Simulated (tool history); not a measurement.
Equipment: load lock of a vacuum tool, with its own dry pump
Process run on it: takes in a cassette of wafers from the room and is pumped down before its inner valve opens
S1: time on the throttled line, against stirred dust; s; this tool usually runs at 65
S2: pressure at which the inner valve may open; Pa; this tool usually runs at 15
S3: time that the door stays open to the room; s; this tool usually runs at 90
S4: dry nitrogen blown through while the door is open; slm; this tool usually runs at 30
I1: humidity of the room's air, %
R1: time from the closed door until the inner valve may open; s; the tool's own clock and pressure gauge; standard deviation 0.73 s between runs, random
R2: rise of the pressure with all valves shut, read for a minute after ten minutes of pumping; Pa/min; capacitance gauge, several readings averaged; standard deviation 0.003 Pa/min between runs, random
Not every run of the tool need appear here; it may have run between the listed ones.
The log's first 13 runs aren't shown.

run 14 hour=1997.4 | S1=65 S2=15 S3=90 S4=30 | I1=48.7 | R1=111.5 R2=0.014
run 15 hour=2161.7 | S1=65 S2=10 S3=90 S4=30 | I1=43.3 | R1=112.2 R2=0.013
run 16 hour=2280.0 | S1=65 S2=15 S3=90 S4=30 | I1=44.9 | R1=109.6 R2=0.014
run 17 hour=2472.4 | S1=113 S2=15 S3=90 S4=30 | I1=45.4 | R1=150.1 R2=0.010
run 18 hour=2624.3 | S1=65 S2=15 S3=90 S4=30 | I1=45.5 | R1=110.3 R2=0.013
run 19 hour=2829.1 | S1=65 S2=15 S3=90 S4=30 | I1=49.2 | R1=111.3 R2=0.016
run 20 hour=3011.2 | S1=98 S2=18 S3=44 S4=25 | I1=43.5 | R1=135.2 R2=0.009
run 21 hour=3107.3 | S1=78 S2=26 S3=82 S4=6 | I1=46.6 | R1=116.5 R2=0.033
run 22 hour=3203.0 | S1=65 S2=15 S3=99 S4=30 | I1=43.4 | R1=108.5 R2=0.023
run 23 hour=3331.7 | S1=72 S2=14 S3=99 S4=30 | I1=46.7 | R1=117.0 R2=0.014
run 24 hour=3439.1 | S1=72 S2=14 S3=99 S4=30 | I1=48.9 | R1=116.8 R2=0.015
run 25 hour=3651.9 | S1=72 S2=14 S3=99 S4=30 | I1=43.5 | R1=115.1 R2=0.012
run 26 hour=3863.0 | S1=72 S2=14 S3=99 S4=30 | I1=43.1 | R1=115.9 R2=0.014
run 27 hour=3956.0 | S1=70 S2=15 S3=176 S4=30 | I1=44.7 | R1=113.5 R2=0.020
run 28 hour=4106.6 | S1=114 S2=16 S3=90 S4=30 | I1=45.4 | R1=146.6 R2=0.012
run 29 hour=4251.1 | S1=55 S2=16 S3=90 S4=30 | I1=45.1 | R1=102.7 R2=0.010
run 30 hour=4462.4 | S1=55 S2=16 S3=90 S4=30 | I1=46.1 | R1=100.7 R2=0.010
run 31 hour=4604.1 | S1=65 S2=15 S3=60 S4=43 | I1=44.6 | R1=111.4 R2=0.008
run 32 hour=4741.6 | S1=65 S2=15 S3=60 S4=43 | I1=48.7 | R1=108.9 R2=0.010
run 33 hour=4917.1 | S1=65 S2=16 S3=152 S4=5 | I1=46.5 | R1=109.6 R2=0.045
run 34 hour=5032.6 | S1=65 S2=16 S3=152 S4=5 | I1=42.5 | R1=109.4 R2=0.050
-- hour=5052.7 door's seal changed, seat wiped
run 35 hour=5171.2 | S1=65 S2=16 S3=152 S4=5 | I1=44.9 | R1=110.0 R2=0.042
run 36 hour=5338.0 | S1=65 S2=16 S3=152 S4=22 | I1=49.6 | R1=111.8 R2=0.023
run 37 hour=5426.9 | S1=65 S2=15 S3=90 S4=6 | I1=41.6 | R1=110.0 R2=0.031

Alternative continuations, all from the tool just after run 37; predict every row:
run A hour=5614.4 | S1=65 S2=15 S3=90 S4=5 | I1=42.7 | R1=? R2=?
run B hour=5614.4 | S1=69 S2=21 S3=178 S4=30 | I1=42.8 | R1=? R2=?
run C hour=5614.4 | S1=65 S2=21 S3=135 S4=9 | I1=44.3 | R1=? R2=?
run D hour=5614.4 | S1=65 S2=15 S3=90 S4=8 | I1=46.9 | R1=? R2=?

run=A R1=110.7 R2=0.031
run=B R1=111.1 R2=0.019
run=C R1=107.2 R2=0.029
run=D R1=111.5 R2=0.028
Stripped of hidden state, with their random variation kept, the same runs would have yielded:
run=A R1=110.7 R2=0.031
run=B R1=111.1 R2=0.019
run=C R1=107.2 R2=0.029
run=D R1=111.5 R2=0.028
